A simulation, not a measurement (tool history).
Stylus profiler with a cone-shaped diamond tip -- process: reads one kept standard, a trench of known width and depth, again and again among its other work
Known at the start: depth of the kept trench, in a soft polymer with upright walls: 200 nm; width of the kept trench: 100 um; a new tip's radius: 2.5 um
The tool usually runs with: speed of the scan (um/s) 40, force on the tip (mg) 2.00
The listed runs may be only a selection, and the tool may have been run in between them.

run     day  speed of the scan (um/s)  force on the tip (mg)  depth of the trench (angstrom)  width of the trench's floor (um)
  1   0.000                        40                   2.00                          2018.9                             96.74
  2   4.946                        40                   1.44                          2012.8                             96.65
  3   8.833                        40                   1.44                          2009.6                             96.69
  4  11.438                        40                   1.44                          2009.7                             96.61
     13.908  -- new tip fitted, height scale calibrated
  5  14.388                        40                   1.44                          2019.4                             97.78
  6  16.858                        40                   1.44                          2015.6                             97.76
  7  21.183                        40                   1.44                          2016.3                             97.67
  8  24.592                        40                   1.44                          2016.5                             97.70
  9  29.467                        40                   1.44                          2017.5                             97.67
 10  33.325                        40                   1.44                          2015.6                             97.59
 11  38.312                        40                   1.44                          2015.0                             97.53
 12  42.100                        40                   2.00                          2019.0                             97.63
 13  44.846                        35                   2.00                          2019.6                             97.51
 14  48.512                        10                   0.82                          2007.4                             97.59
 15  50.908                        55                   0.85                          2008.6                             97.31
 16  53.950                        55                   0.85                          2007.7                             97.21
 17  56.808                        55                   0.85                          2007.6                             97.24
 18  59.771                        11                   2.55                          2022.2                             97.56
 19  63.025                        34                   1.05                          2007.9                             97.39
 20  66.583                        17                   4.89                          2035.9                             97.56
     70.462  -- height scale calibrated on a step standard
 21  70.462                       108                   0.95                          2012.6                             96.76
 22  73.346                       115                   0.95                          2013.3                             96.63
 23  76.450                        20                   1.32                          2017.4                             97.38
 24  81.779                        44                   1.95                          2021.7                             97.25
 25  84.650                        24                   0.95                          2012.2                             97.30

5 options for the next run, each taken on its own from the tool as it stands now. Forecast them:
  A  89.346                        47                   2.00                               ?                                 ?
  B  89.346                        37                   4.34                               ?                                 ?
  C  89.346                        23                   2.00                               ?                                 ?
  D  89.346                        39                   3.50                               ?                                 ?
  E  89.346                        11                   2.00                               ?                                 ?

run  depth of the trench (angstrom)  width of the trench's floor (um)
  A                          2022.4                             97.16
  B                          2036.0                             97.37
  C                          2020.3                             97.26
  D                          2032.5                             97.26
  E                          2020.9                             97.40
Take away the tool's hidden state, keep each run's random variation, and the runs would have read:
run  depth of the trench (angstrom)  width of the trench's floor (um)
  A                          2025.0                             97.77
  B                          2038.6                             97.98
  C                          2022.9                             97.87
  D                          2035.1                             97.87
  E                          2023.5                             98.01

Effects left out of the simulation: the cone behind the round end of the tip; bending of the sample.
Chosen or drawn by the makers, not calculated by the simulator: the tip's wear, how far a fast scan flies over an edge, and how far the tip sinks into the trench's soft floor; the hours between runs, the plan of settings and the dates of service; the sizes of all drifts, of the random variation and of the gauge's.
